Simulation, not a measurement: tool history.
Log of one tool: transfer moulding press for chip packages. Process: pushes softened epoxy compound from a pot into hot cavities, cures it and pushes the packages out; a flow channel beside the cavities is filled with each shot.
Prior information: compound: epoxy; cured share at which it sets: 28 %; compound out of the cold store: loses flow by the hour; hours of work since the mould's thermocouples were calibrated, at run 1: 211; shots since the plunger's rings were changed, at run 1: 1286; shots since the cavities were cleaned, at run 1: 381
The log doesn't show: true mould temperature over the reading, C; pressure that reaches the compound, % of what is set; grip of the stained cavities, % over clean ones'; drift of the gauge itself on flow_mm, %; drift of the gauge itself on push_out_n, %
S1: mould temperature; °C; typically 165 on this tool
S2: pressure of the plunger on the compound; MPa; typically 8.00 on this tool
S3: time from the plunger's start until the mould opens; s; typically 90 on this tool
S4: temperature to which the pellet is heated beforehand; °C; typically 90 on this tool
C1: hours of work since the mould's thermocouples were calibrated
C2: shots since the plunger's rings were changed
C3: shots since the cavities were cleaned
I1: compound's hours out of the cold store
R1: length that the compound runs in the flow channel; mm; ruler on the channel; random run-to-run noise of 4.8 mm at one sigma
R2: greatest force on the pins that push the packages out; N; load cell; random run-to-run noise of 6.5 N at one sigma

Run 1, hour 0.0: usual settings; C1 211; C2 1286; C3 381; I1 31.3. Result: R1 745 mm, R2 366 N.
Run 2, hour 7.9: usual settings; C1 216; C2 1400; C3 495; I1 31.3. Result: R1 746 mm, R2 397 N.
Run 3, hour 22.1: usual settings; C1 225; C2 1603; C3 698; I1 33.0. Result: R1 729 mm, R2 408 N.
At hour 25.5: cavities cleaned with cleaning compound and waxed.
Run 4, hour 36.6: usual settings; C1 234; C2 1791; C3 160; I1 44.0. Result: R1 700 mm, R2 308 N.
Run 5, hour 50.6: usual settings but S2 7.73 MPa; C1 243; C2 1991; C3 360; I1 44.6. Result: R1 683 mm, R2 352 N.
Run 6, hour 66.3: usual settings; C1 254; C2 2217; C3 586; I1 36.2. Result: R1 718 mm, R2 346 N.
At hour 77.5: cavities cleaned with cleaning compound and waxed.
Run 7, hour 83.4: usual settings but S1 171 °C; C1 264; C2 2441; C3 84; I1 42.1. Result: R1 682 mm, R2 244 N.
Run 8, hour 91.9: usual settings; C1 270; C2 2563; C3 206; I1 20.5. Result: R1 778 mm, R2 323 N.
Run 9, hour 102.6: usual settings; C1 277; C2 2717; C3 360; I1 39.0. Result: R1 705 mm, R2 355 N.
Run 10, hour 117.5: usual settings; C1 287; C2 2931; C3 574; I1 37.1. Result: R1 713 mm, R2 399 N.
At hour 130.7: cavities cleaned with cleaning compound and waxed.
Run 11, hour 133.4: usual settings; C1 296; C2 3138; C3 38; I1 47.5. Result: R1 675 mm, R2 262 N.
Run 12, hour 141.2: usual settings; C1 302; C2 3251; C3 151; I1 13.1. Result: R1 808 mm, R2 313 N.
Run 13, hour 157.8: usual settings but S3 100 s; C1 313; C2 3489; C3 389; I1 35.7. Result: R1 705 mm, R2 329 N.
Run 14, hour 168.0: usual settings but S3 100 s; C1 319; C2 3636; C3 536; I1 9.6. Result: R1 810 mm, R2 348 N.
Run 15, hour 177.8: usual settings but S3 100 s; C1 326; C2 3777; C3 677; I1 38.7. Result: R1 701 mm, R2 362 N.
At hour 183.4: cavities cleaned with cleaning compound and waxed.
At hour 191.2: plunger's sealing rings changed.
Run 16, hour 193.1: usual settings but S3 92 s; C1 333; C2 27; C3 102; I1 41.9. Result: R1 716 mm, R2 287 N.
Run 17, hour 206.6: usual settings but S1 172 °C; C1 342; C2 222; C3 297; I1 46.3. Result: R1 682 mm, R2 299 N.
Run 18, hour 218.6: usual settings but S1 171 °C, S3 87 s, S4 87 °C; C1 350; C2 394; C3 469; I1 41.5. Result: R1 701 mm, R2 333 N.
Run 19, hour 229.1: usual settings but S1 171 °C, S3 87 s, S4 87 °C; C1 357; C2 545; C3 620; I1 41.9. Result: R1 689 mm, R2 349 N.
At hour 238.5: cavities cleaned with cleaning compound and waxed.
Run 20, hour 244.6: usual settings but S1 171 °C, S3 87 s, S4 87 °C; C1 367; C2 746; C3 88; I1 9.4. Result: R1 823 mm, R2 253 N.
Run 21, hour 252.4: usual settings but S1 171 °C, S3 73 s, S4 88 °C; C1 372; C2 858; C3 200; I1 16.4. Result: R1 785 mm, R2 335 N.
Run 22, hour 259.8: usual settings but S1 171 °C, S3 73 s, S4 88 °C; C1 377; C2 965; C3 307; I1 41.2. Result: R1 696 mm, R2 334 N.
Run 23, hour 273.9: usual settings but S1 171 °C, S2 9.86 MPa, S3 73 s, S4 88 °C; C1 386; C2 1167; C3 509; I1 31.7. Result: R1 806 mm, R2 379 N.
At hour 291.9: cavities cleaned with cleaning compound and waxed.
Run 24, hour 292.1: usual settings but S2 7.82 MPa, S3 82 s; C1 397; C2 1407; C3 2; I1 20.3. Result: R1 779 mm, R2 281 N.
Run 25, hour 307.0: usual settings but S1 158 °C, S2 6.64 MPa, S3 82 s, S4 92 °C; C1 407; C2 1622; C3 217; I1 18.2. Result: R1 755 mm, R2 619 N.
Run 26, hour 321.7: usual settings but S1 158 °C, S2 6.64 MPa, S3 82 s, S4 92 °C; C1 417; C2 1832; C3 427; I1 27.6. Result: R1 715 mm, R2 671 N.
Run 27, hour 332.3: usual settings but S1 163 °C, S2 7.63 MPa; C1 424; C2 1986; C3 581; I1 40.5. Result: R1 697 mm, R2 428 N.

Each row is a separate what-if for the run after 27, all from the same tool condition, not one after another. Results?
At hour 344.6: cavities cleaned with cleaning compound and waxed.
Run A, hour 345.5: usual settings but S2 9.40 MPa, S3 77 s, S4 80 °C; C1 432; C2 2153; C3 13; I1 39.3. Result: R1 ?, R2 ?.
At hour 344.6: cavities cleaned with cleaning compound and waxed.
Run B, hour 345.5: usual settings but S1 164 °C, S2 7.63 MPa, S3 79 s; C1 432; C2 2153; C3 13; I1 39.5. Result: R1 ?, R2 ?.
At hour 344.6: cavities cleaned with cleaning compound and waxed.
Run C, hour 345.5: usual settings but S1 162 °C, S3 125 s; C1 432; C2 2153; C3 13; I1 22.5. Result: R1 ?, R2 ?.

run   R1   R2
  A  772  317
  B  693  314
  C  782  221
With the hidden condition removed and each run's random variation left untouched, the same runs would have given:
run   R1   R2
  A  789  310
  B  709  308
  C  800  215

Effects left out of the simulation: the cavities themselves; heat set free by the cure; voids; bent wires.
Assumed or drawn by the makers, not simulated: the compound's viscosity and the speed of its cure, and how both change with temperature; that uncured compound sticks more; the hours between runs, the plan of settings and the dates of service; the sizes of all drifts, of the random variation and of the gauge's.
